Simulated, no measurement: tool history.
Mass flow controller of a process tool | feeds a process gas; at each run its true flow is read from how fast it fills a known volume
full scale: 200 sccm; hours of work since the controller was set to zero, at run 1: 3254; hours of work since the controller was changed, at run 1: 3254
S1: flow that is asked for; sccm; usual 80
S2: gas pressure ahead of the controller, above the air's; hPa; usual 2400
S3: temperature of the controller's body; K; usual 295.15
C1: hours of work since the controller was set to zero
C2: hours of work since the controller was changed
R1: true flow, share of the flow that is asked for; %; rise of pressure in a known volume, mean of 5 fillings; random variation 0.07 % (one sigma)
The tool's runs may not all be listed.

run,hour,S1,S2,S3,C1,C2,R1
1,0.0,80,2400,295.15,3254,3254,97.42
2,133.6,80,2400,311.15,3321,3321,96.26
3,248.8,80,2400,311.15,3378,3378,96.31
4,371.6,80,2400,295.15,3439,3439,97.39
5,461.5,80,2020,295.15,3483,3483,97.40
6,578.7,80,2020,295.15,3542,3542,97.45
7,679.4,80,2020,295.15,3591,3591,97.40
8,790.2,80,2020,295.15,3646,3646,97.28
# hour 801.6: controller's zero set anew
9,945.9,80,2020,295.15,72,3723,97.67
10,1036.3,107,2400,295.15,116,3768,97.71
11,1138.9,162,2090,306.15,167,3819,97.52
12,1213.5,30,1850,300.15,204,3856,98.48
13,1322.1,30,1850,300.15,258,3910,98.51
14,1449.5,30,1850,300.15,322,3973,98.51
15,1562.7,30,1850,300.15,378,4030,98.46
16,1708.2,30,1850,300.15,450,4102,98.52
# hour 1826.5: controller's zero set anew, once more
17,1868.4,110,1730,312.15,21,4181,95.71
18,2017.2,31,2390,302.15,95,4255,95.19

5 ways to go on from here, each from the tool as it stands after run 18. What would each give?
A,2123.0,80,2400,295.15,147,4307,?
B,2123.0,32,2390,302.15,147,4307,?
C,2123.0,23,2390,302.15,147,4307,?
D,2123.0,139,1410,301.15,147,4307,?
E,2123.0,55,1740,301.15,147,4307,?

run,R1
A,96.20
B,94.91
C,94.93
D,96.83
E,95.52
Without the tool's hidden state the same runs would have given:
run,R1
A,98.21
B,96.78
C,96.70
D,98.88
E,97.49
